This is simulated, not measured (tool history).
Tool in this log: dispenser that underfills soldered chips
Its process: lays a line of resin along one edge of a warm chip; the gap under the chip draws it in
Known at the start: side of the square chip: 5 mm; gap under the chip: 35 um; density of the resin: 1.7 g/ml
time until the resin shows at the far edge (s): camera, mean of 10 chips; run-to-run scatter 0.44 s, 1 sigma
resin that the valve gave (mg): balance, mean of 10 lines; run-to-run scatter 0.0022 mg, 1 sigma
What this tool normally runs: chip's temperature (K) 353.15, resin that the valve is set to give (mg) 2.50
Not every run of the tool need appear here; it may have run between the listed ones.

run,day,chip's temperature (K),resin that the valve is set to give (mg),time until the resin shows at the far edge (s),resin that the valve gave (mg)
1,0.000,353.15,2.50,43.6,2.487
2,0.096,353.15,3.15,48.3,3.130
3,0.333,353.15,2.50,40.1,2.479
4,0.504,353.15,2.50,47.4,2.480
5,0.642,353.15,2.50,33.8,2.479
6,0.775,353.15,2.50,39.8,2.478
7,0.967,353.15,2.81,47.6,2.780
8,1.162,353.15,2.81,36.3,2.781
9,1.321,366.15,2.81,27.2,2.776
10,1.479,366.15,2.81,20.2,2.773
11,1.646,349.15,2.81,43.7,2.772
12,1.758,353.15,2.50,42.8,2.466
13,1.908,353.15,2.50,31.7,2.462
14,2.142,353.15,2.36,42.2,2.321
15,2.308,350.15,3.02,53.3,2.967
16,2.467,350.15,3.02,40.3,2.972
17,2.700,349.15,2.75,55.6,2.701
18,2.821,345.15,2.17,45.7,2.131
19,3.054,346.15,2.56,54.2,2.508
20,3.192,353.15,2.80,47.2,2.802
21,3.312,341.15,2.94,50.5,2.939
22,3.475,340.15,2.50,61.8,2.501
23,3.583,356.15,3.15,41.0,3.149
24,3.817,368.15,2.38,22.5,2.377
25,4.025,367.15,2.91,28.4,2.906

Withheld: 10 entries from between the runs. Position of each, and hidden state at the listed run before versus the listed run after:
Between runs 2 and 3: new syringe of resin (day 0.150)
  resin's viscosity, % of fresh resin's: 150.8 -> 123.5; dose that the valve gives, % of what is set: 99.38 -> 99.27; true chip temperature over the reading, C: 0.78 -> 0.81
  measured minus no-state result, time until the resin shows at the far edge (s): +15.3 -> +6.8; resin that the valve gave (mg): -0.019 -> -0.018
Between runs 4 and 5: new syringe of resin (day 0.592)
  resin's viscosity, % of fresh resin's: 149 -> 107.1; dose that the valve gives, % of what is set: 99.2 -> 99.14; true chip temperature over the reading, C: 0.83 -> 0.85
  measured minus no-state result, time until the resin shows at the far edge (s): +14.8 -> +1.4; resin that the valve gave (mg): -0.020 -> -0.022
Between runs 7 and 8: new syringe of resin (day 1.033)
  resin's viscosity, % of fresh resin's: 153.3 -> 114.5; dose that the valve gives, % of what is set: 98.98 -> 98.89; true chip temperature over the reading, C: 0.88 -> 0.91
  measured minus no-state result, time until the resin shows at the far edge (s): +15.7 -> +3.6; resin that the valve gave (mg): -0.029 -> -0.031
Between runs 9 and 10: new syringe of resin (day 1.462)
  resin's viscosity, % of fresh resin's: 135.8 -> 98.9; dose that the valve gives, % of what is set: 98.82 -> 98.75; true chip temperature over the reading, C: 0.93 -> 0.95
  measured minus no-state result, time until the resin shows at the far edge (s): +6.7 -> -0.8; resin that the valve gave (mg): -0.034 -> -0.035
Between runs 12 and 13: new syringe of resin (day 1.900)
  resin's viscosity, % of fresh resin's: 134.3 -> 100; dose that the valve gives, % of what is set: 98.62 -> 98.55; true chip temperature over the reading, C: 0.98 -> 0.99
  measured minus no-state result, time until the resin shows at the far edge (s): +9.9 -> -1.0; resin that the valve gave (mg): -0.035 -> -0.036
Between runs 15 and 16: new syringe of resin (day 2.333)
  resin's viscosity, % of fresh resin's: 155.5 -> 117.7; dose that the valve gives, % of what is set: 98.36 -> 98.29; true chip temperature over the reading, C: 1.04 -> 1.06
  measured minus no-state result, time until the resin shows at the far edge (s): +17.9 -> +4.8; resin that the valve gave (mg): -0.049 -> -0.052
Between runs 17 and 18: new syringe of resin (day 2.771)
  resin's viscosity, % of fresh resin's: 151.9 -> 105.6; dose that the valve gives, % of what is set: 98.18 -> 98.12; true chip temperature over the reading, C: 1.09 -> 1.1
  measured minus no-state result, time until the resin shows at the far edge (s): +17.5 -> +0.9; resin that the valve gave (mg): -0.050 -> -0.041
Between runs 19 and 20: dispensing valve cleaned and set on the balance (day 3.179)
  resin's viscosity, % of fresh resin's: 136.4 -> 151.9; dose that the valve gives, % of what is set: 98.02 -> 100.16; true chip temperature over the reading, C: 1.12 -> 1.14
  measured minus no-state result, time until the resin shows at the far edge (s): +13.0 -> +14.8; resin that the valve gave (mg): -0.051 -> +0.005
Between runs 20 and 21: new syringe of resin (day 3.254)
  resin's viscosity, % of fresh resin's: 151.9 -> 105.7; dose that the valve gives, % of what is set: 100.16 -> 100.11; true chip temperature over the reading, C: 1.14 -> 1.15
  measured minus no-state result, time until the resin shows at the far edge (s): +14.8 -> +0.7; resin that the valve gave (mg): +0.005 -> +0.004
Between runs 23 and 24: new syringe of resin (day 3.700)
  resin's viscosity, % of fresh resin's: 142.3 -> 115.2; dose that the valve gives, % of what is set: 99.97 -> 99.87; true chip temperature over the reading, C: 1.18 -> 1.21
  measured minus no-state result, time until the resin shows at the far edge (s): +11.0 -> +2.2; resin that the valve gave (mg): -0.001 -> -0.003
